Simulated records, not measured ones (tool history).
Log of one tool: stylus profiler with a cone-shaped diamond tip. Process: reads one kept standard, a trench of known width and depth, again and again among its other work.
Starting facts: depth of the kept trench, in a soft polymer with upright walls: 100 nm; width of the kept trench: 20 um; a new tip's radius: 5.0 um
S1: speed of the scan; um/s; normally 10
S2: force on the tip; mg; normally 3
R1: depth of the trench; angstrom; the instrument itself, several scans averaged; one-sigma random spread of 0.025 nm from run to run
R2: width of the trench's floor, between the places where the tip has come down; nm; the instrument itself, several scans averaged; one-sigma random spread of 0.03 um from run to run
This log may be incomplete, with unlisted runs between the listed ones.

run	day	S1	S2	R1	R2
1	0.000	10	3	1023.7	17310
2	3.196	10	3	1023.5	17290
3	5.967	10	3	1023.7	17310
4	9.454	10	3	1024.4	17200
5	11.338	10	3	1024.0	17270
6	14.592	10	3	1024.0	17210
7	18.208	21	3	1024.4	17150
# day 19.300: height scale calibrated on a step standard
8	20.562	21	3	1019.9	17110
9	23.638	21	3	1020.3	17140
10	26.175	21	3	1020.4	17130
11	29.121	21	3	1020.4	17120

Run 12 is up next; what results do you expect?
12	32.671	3	3	?	?

{"run 12": {"R1": 1020.3, "R2": 17170}}
Were there no unlogged condition in the tool, this run, its random variation unchanged, would have produced R1 1019.4 angstrom, R2 18010 nm.
